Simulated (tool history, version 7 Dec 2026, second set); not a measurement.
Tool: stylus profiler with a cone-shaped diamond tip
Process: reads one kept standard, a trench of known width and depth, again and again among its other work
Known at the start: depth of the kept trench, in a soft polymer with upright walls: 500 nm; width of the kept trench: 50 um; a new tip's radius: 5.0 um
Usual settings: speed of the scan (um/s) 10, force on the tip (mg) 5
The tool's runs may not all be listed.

run     day  speed of the scan (um/s)  force on the tip (mg)  depth of the trench (angstrom)  width of the trench's floor (µm)
  1       0                        10                      5                          5055.6                             45.42
  2   1.933                         8                      5                          5055.1                             45.42
  3   3.412                         8                      5                            5054                             45.45
  4   4.942                         8                      5                          5052.9                             45.43
  5   7.229                         8                      5                          5050.3                             45.33
  6   9.371                         8                      5                            5050                             45.32
  7  11.071                         8                      5                          5049.5                             45.35
  8  12.058                         8                      5                          5049.1                             45.34
  9  13.621                        10                    6.7                          5063.8                             45.32
 10   15.85                        10                    6.7                          5061.9                             45.25
 11  18.046                        10                      5                          5048.3                             45.31
 12  19.742                        10                  10.21                          5082.7                             45.26
 13  21.992                        10                  10.21                          5082.9                             45.23
 14  23.321                        10                  10.21                          5082.8                             45.16
 15  25.208                        10                  10.61                          5084.7                              45.2
 16  27.083                        10                      5                          5041.1                             45.12
 17  28.879                        10                      5                          5040.4                             45.16
 18  29.904                        10                      5                          5043.8                              45.1
 19  31.154                        10                      5                            5042                             45.08
 20   33.25                        10                   2.44                          5020.4                             44.96
     33.488  -- height scale calibrated on a step standard
 21  34.971                        10                      5                          5031.4                             45.09
 22  36.779                        10                      5                          5026.9                                45
     37.438  -- height scale calibrated on a step standard, once more
 23  37.929                        10                      5                          5059.3                             44.97
 24  39.892                         9                  13.51                          5116.4                             44.99
 25   41.75                         8                  14.32                          5119.6                             44.94
 26  43.904                         5                   2.39                          5030.7                             44.95
 27  45.171                        12                   6.62                          5067.3                             44.87
 28  46.488                         5                   5.65                          5059.7                             44.88
 29  48.758                         5                   5.65                          5057.9                             44.92
 30  50.146                         5                   5.65                          5058.6                             44.86
 31  51.121                         3                  13.71                          5110.8                             44.79
 32    52.3                        15                  12.34                          5106.5                             44.79
 33  53.525                        18                   1.73                          5022.5                             44.78
 34    55.7                         3                   9.26                          5085.6                             44.87
 35  57.208                        10                    1.9                          5022.7                             44.78
 36  59.192                        10                    1.9                          5019.6                             44.75
 37  60.858                         3                   8.58                          5074.8                             44.72
 38    62.3                        14                   6.92                          5065.2                             44.73
 39  63.279                        10                   6.92                          5063.5                             44.71
 40  65.158                         6                   5.46                          5052.5                             44.71
 41  66.171                         6                   5.46                          5049.7                              44.7
 42  68.333                         6                   5.46                          5048.1                             44.67
 43  70.542                         6                   5.46                          5048.3                             44.63
 44  71.754                         6                   5.46                          5047.4                             44.61
 45  73.058                         3                   6.22                            5055                             44.61
 46  74.388                        20                   3.81                          5030.1                             44.52

4 ways to go on from here, each from the tool as it stands after run 46. What would each give?
  A  75.958                         4                   6.29                               ?                                 ?
  B  75.958                        23                   3.43                               ?                                 ?
  C  75.958                        21                   4.71                               ?                                 ?
  D  75.958                        40                   3.81                               ?                                 ?

run  depth of the trench (angstrom)  width of the trench's floor (µm)
  A                          5054.6                              44.6
  B                          5029.9                             44.53
  C                          5043.3                             44.55
  D                          5031.6                             44.44
Without the tool's hidden state the same runs would have given:
run  depth of the trench (angstrom)  width of the trench's floor (µm)
  A                          5071.5                             45.64
  B                          5046.7                             45.57
  C                          5060.1                             45.59
  D                          5048.4                             45.48
